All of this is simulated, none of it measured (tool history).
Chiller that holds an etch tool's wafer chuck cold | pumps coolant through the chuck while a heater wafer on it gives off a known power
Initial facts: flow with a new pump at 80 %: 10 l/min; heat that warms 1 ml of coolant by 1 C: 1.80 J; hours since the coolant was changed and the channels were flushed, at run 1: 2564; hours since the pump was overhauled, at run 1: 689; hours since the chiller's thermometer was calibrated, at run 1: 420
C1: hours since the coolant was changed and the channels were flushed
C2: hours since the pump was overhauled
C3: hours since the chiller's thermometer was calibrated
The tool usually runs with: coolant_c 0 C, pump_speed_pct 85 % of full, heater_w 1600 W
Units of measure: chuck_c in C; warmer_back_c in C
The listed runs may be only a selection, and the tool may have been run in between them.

{"run": 1, "hour": 0.0, "coolant_c": 0, "pump_speed_pct": 85, "heater_w": 1600, "C1": 2564, "C2": 689, "C3": 420, "chuck_c": 13.4, "warmer_back_c": 5.18}
{"run": 2, "hour": 185.4, "coolant_c": 0, "pump_speed_pct": 85, "heater_w": 1600, "C1": 2749, "C2": 874, "C3": 606, "chuck_c": 13.5, "warmer_back_c": 5.21}
{"run": 3, "hour": 291.5, "coolant_c": 2, "pump_speed_pct": 85, "heater_w": 1600, "C1": 2855, "C2": 980, "C3": 712, "chuck_c": 15.5, "warmer_back_c": 5.24}
{"run": 4, "hour": 458.0, "coolant_c": 8, "pump_speed_pct": 85, "heater_w": 1600, "C1": 3022, "C2": 1147, "C3": 878, "chuck_c": 21.8, "warmer_back_c": 5.22}
{"run": 5, "hour": 641.2, "coolant_c": 8, "pump_speed_pct": 85, "heater_w": 1600, "C1": 3205, "C2": 1330, "C3": 1061, "chuck_c": 22.1, "warmer_back_c": 5.28}
{"run": 6, "hour": 823.6, "coolant_c": 8, "pump_speed_pct": 85, "heater_w": 1600, "C1": 3387, "C2": 1512, "C3": 1244, "chuck_c": 22.0, "warmer_back_c": 5.28}
{"run": 7, "hour": 940.6, "coolant_c": 8, "pump_speed_pct": 85, "heater_w": 1600, "C1": 3504, "C2": 1629, "C3": 1361, "chuck_c": 22.2, "warmer_back_c": 5.29}
{"run": 8, "hour": 1118.5, "coolant_c": 8, "pump_speed_pct": 85, "heater_w": 1600, "C1": 3682, "C2": 1807, "C3": 1539, "chuck_c": 22.5, "warmer_back_c": 5.41}
{"run": 9, "hour": 1306.0, "coolant_c": 0, "pump_speed_pct": 85, "heater_w": 1600, "C1": 3870, "C2": 1995, "C3": 1726, "chuck_c": 14.6, "warmer_back_c": 5.37}
{"run": 10, "hour": 1432.7, "coolant_c": 0, "pump_speed_pct": 85, "heater_w": 1600, "C1": 3996, "C2": 2121, "C3": 1853, "chuck_c": 14.7, "warmer_back_c": 5.46}
{"run": 11, "hour": 1520.8, "coolant_c": 0, "pump_speed_pct": 85, "heater_w": 1600, "C1": 4084, "C2": 2209, "C3": 1941, "chuck_c": 14.9, "warmer_back_c": 5.41}
{"run": 12, "hour": 1690.4, "coolant_c": 0, "pump_speed_pct": 85, "heater_w": 1600, "C1": 4254, "C2": 2379, "C3": 2111, "chuck_c": 14.9, "warmer_back_c": 5.48}
{"run": 13, "hour": 1771.6, "coolant_c": 8, "pump_speed_pct": 63, "heater_w": 1755, "C1": 4335, "C2": 2460, "C3": 2192, "chuck_c": 29.3, "warmer_back_c": 8.26}
{"hour": 1841.4, "done": "chiller's thermometer calibrated"}
{"run": 14, "hour": 1860.9, "coolant_c": 8, "pump_speed_pct": 63, "heater_w": 1755, "C1": 4424, "C2": 2549, "C3": 20, "chuck_c": 30.0, "warmer_back_c": 8.24}
{"run": 15, "hour": 2008.1, "coolant_c": 8, "pump_speed_pct": 63, "heater_w": 1755, "C1": 4571, "C2": 2696, "C3": 167, "chuck_c": 30.1, "warmer_back_c": 8.29}
{"run": 16, "hour": 2167.6, "coolant_c": 0, "pump_speed_pct": 71, "heater_w": 1600, "C1": 4730, "C2": 2855, "C3": 326, "chuck_c": 18.6, "warmer_back_c": 6.78}
{"hour": 2188.1, "done": "coolant changed, channels flushed"}
{"run": 17, "hour": 2339.5, "coolant_c": -2, "pump_speed_pct": 99, "heater_w": 2241, "C1": 151, "C2": 3021, "C3": 492, "chuck_c": 14.2, "warmer_back_c": 6.7}
{"run": 18, "hour": 2441.6, "coolant_c": -5, "pump_speed_pct": 62, "heater_w": 1600, "C1": 253, "C2": 3123, "C3": 594, "chuck_c": 12.2, "warmer_back_c": 7.89}
{"run": 19, "hour": 2526.8, "coolant_c": -5, "pump_speed_pct": 62, "heater_w": 1600, "C1": 339, "C2": 3208, "C3": 679, "chuck_c": 12.3, "warmer_back_c": 7.93}
{"run": 20, "hour": 2696.5, "coolant_c": -5, "pump_speed_pct": 62, "heater_w": 1600, "C1": 508, "C2": 3378, "C3": 849, "chuck_c": 12.6, "warmer_back_c": 7.91}
{"run": 21, "hour": 2781.9, "coolant_c": 0, "pump_speed_pct": 89, "heater_w": 2329, "C1": 594, "C2": 3463, "C3": 934, "chuck_c": 18.9, "warmer_back_c": 7.92}
{"run": 22, "hour": 2970.8, "coolant_c": -5, "pump_speed_pct": 85, "heater_w": 1571, "C1": 783, "C2": 3652, "C3": 1123, "chuck_c": 8.3, "warmer_back_c": 5.62}

Alternative continuations, all from the tool just after run 22; predict every row:
{"run": "A", "hour": 3123.6, "coolant_c": -3, "pump_speed_pct": 76, "heater_w": 1090, "C1": 936, "C2": 3805, "C3": 1276, "chuck_c": "?", "warmer_back_c": "?"}
{"run": "B", "hour": 3123.6, "coolant_c": -5, "pump_speed_pct": 85, "heater_w": 1571, "C1": 936, "C2": 3805, "C3": 1276, "chuck_c": "?", "warmer_back_c": "?"}
{"run": "C", "hour": 3123.6, "coolant_c": 0, "pump_speed_pct": 85, "heater_w": 1809, "C1": 936, "C2": 3805, "C3": 1276, "chuck_c": "?", "warmer_back_c": "?"}
{"run": "D", "hour": 3123.6, "coolant_c": -7, "pump_speed_pct": 75, "heater_w": 1544, "C1": 936, "C2": 3805, "C3": 1276, "chuck_c": "?", "warmer_back_c": "?"}
{"run": "E", "hour": 3123.6, "coolant_c": 8, "pump_speed_pct": 96, "heater_w": 1153, "C1": 936, "C2": 3805, "C3": 1276, "chuck_c": "?", "warmer_back_c": "?"}

run=A chuck_c=7.2 warmer_back_c=4.43
run=B chuck_c=8.6 warmer_back_c=5.69
run=C chuck_c=15.8 warmer_back_c=6.61
run=D chuck_c=7.6 warmer_back_c=6.39
run=E chuck_c=16.8 warmer_back_c=3.75
What these runs would have given with no unlogged condition in the tool:
run=A chuck_c=6.0 warmer_back_c=3.83
run=B chuck_c=6.9 warmer_back_c=4.91
run=C chuck_c=13.8 warmer_back_c=5.72
run=D chuck_c=5.7 warmer_back_c=5.53
run=E chuck_c=15.8 warmer_back_c=3.25
